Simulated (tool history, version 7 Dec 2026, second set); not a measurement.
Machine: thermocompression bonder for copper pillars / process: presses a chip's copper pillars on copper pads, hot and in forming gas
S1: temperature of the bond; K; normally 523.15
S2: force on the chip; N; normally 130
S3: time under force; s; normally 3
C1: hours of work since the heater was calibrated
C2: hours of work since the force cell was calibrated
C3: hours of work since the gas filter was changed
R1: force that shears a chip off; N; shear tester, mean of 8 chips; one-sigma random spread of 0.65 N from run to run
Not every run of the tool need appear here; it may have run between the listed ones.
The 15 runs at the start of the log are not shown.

{"run": 16, "day": 15.967, "S1": 523.15, "S2": 130, "S3": 3, "C1": 766, "C2": 33, "C3": 202, "R1": 97.8}
{"run": 17, "day": 16.742, "S1": 523.15, "S2": 130, "S3": 3, "C1": 776, "C2": 43, "C3": 212, "R1": 98.5}
{"run": 18, "day": 17.708, "S1": 523.15, "S2": 97, "S3": 3, "C1": 789, "C2": 55, "C3": 224, "R1": 80.5}
{"run": 19, "day": 18.742, "S1": 523.15, "S2": 97, "S3": 3, "C1": 802, "C2": 68, "C3": 237, "R1": 80}
{"run": 20, "day": 19.833, "S1": 523.15, "S2": 97, "S3": 3, "C1": 816, "C2": 82, "C3": 251, "R1": 80.9}
{"run": 21, "day": 20.471, "S1": 514.15, "S2": 130, "S3": 8, "C1": 824, "C2": 90, "C3": 259, "R1": 116.3}
{"run": 22, "day": 21.854, "S1": 498.15, "S2": 139, "S3": 3, "C1": 841, "C2": 108, "C3": 276, "R1": 76.3}
{"day": 22.279, "done": "force cell calibrated, once more"}
{"run": 23, "day": 22.617, "S1": 498.15, "S2": 139, "S3": 3, "C1": 850, "C2": 4, "C3": 285, "R1": 80.3}
{"run": 24, "day": 23.508, "S1": 553.15, "S2": 130, "S3": 3, "C1": 861, "C2": 16, "C3": 297, "R1": 129}
{"run": 25, "day": 24.45, "S1": 539.15, "S2": 130, "S3": 3, "C1": 873, "C2": 27, "C3": 308, "R1": 118}
{"run": 26, "day": 25.404, "S1": 509.15, "S2": 186, "S3": 2, "C1": 885, "C2": 40, "C3": 321, "R1": 99.9}
{"run": 27, "day": 26.229, "S1": 509.15, "S2": 118, "S3": 2, "C1": 896, "C2": 50, "C3": 331, "R1": 71.3}
{"run": 28, "day": 26.862, "S1": 509.15, "S2": 118, "S3": 2, "C1": 904, "C2": 58, "C3": 339, "R1": 71.5}
{"run": 29, "day": 27.896, "S1": 525.15, "S2": 107, "S3": 4, "C1": 917, "C2": 71, "C3": 352, "R1": 100.5}
{"run": 30, "day": 29.162, "S1": 494.15, "S2": 110, "S3": 2, "C1": 933, "C2": 87, "C3": 368, "R1": 53.5}
{"run": 31, "day": 30.154, "S1": 494.15, "S2": 110, "S3": 2, "C1": 946, "C2": 100, "C3": 381, "R1": 52.9}
{"run": 32, "day": 31.042, "S1": 494.15, "S2": 110, "S3": 2, "C1": 957, "C2": 111, "C3": 392, "R1": 52.8}
{"run": 33, "day": 31.962, "S1": 494.15, "S2": 110, "S3": 2, "C1": 969, "C2": 123, "C3": 404, "R1": 53.4}
{"run": 34, "day": 32.904, "S1": 537.15, "S2": 109, "S3": 2, "C1": 980, "C2": 135, "C3": 416, "R1": 94.6}
{"run": 35, "day": 33.517, "S1": 537.15, "S2": 109, "S3": 2, "C1": 988, "C2": 143, "C3": 424, "R1": 94}
{"run": 36, "day": 34.85, "S1": 519.15, "S2": 137, "S3": 7, "C1": 1005, "C2": 159, "C3": 440, "R1": 122.7}
{"run": 37, "day": 35.912, "S1": 519.15, "S2": 137, "S3": 7, "C1": 1019, "C2": 173, "C3": 454, "R1": 123.5}
{"run": 38, "day": 36.817, "S1": 547.15, "S2": 130, "S3": 3, "C1": 1030, "C2": 184, "C3": 465, "R1": 123.4}
{"day": 37.783, "done": "forming gas filter changed"}
{"run": 39, "day": 38.325, "S1": 542.15, "S2": 102, "S3": 8, "C1": 1049, "C2": 203, "C3": 7, "R1": 136.2}

Alternative continuations, all from the tool just after run 39; predict every row:
{"run": "A", "day": 39.225, "S1": 505.15, "S2": 102, "S3": 8, "C1": 1060, "C2": 215, "C3": 18, "R1": "?"}
{"run": "B", "day": 39.225, "S1": 523.15, "S2": 115, "S3": 3, "C1": 1060, "C2": 215, "C3": 18, "R1": "?"}
{"run": "C", "day": 39.225, "S1": 513.15, "S2": 95, "S3": 8, "C1": 1060, "C2": 215, "C3": 18, "R1": "?"}
{"run": "D", "day": 39.225, "S1": 523.15, "S2": 130, "S3": 5, "C1": 1060, "C2": 215, "C3": 18, "R1": "?"}
{"run": "E", "day": 39.225, "S1": 523.15, "S2": 173, "S3": 3, "C1": 1060, "C2": 215, "C3": 18, "R1": "?"}

run=A R1=99.1
run=B R1=98.6
run=C R1=103.5
run=D R1=121.4
run=E R1=125.3
Stripped of hidden state, with their random variation kept, the same runs would have yielded:
run=A R1=92.3
run=B R1=92.4
run=C R1=97
run=D R1=115.7
run=E R1=119.8
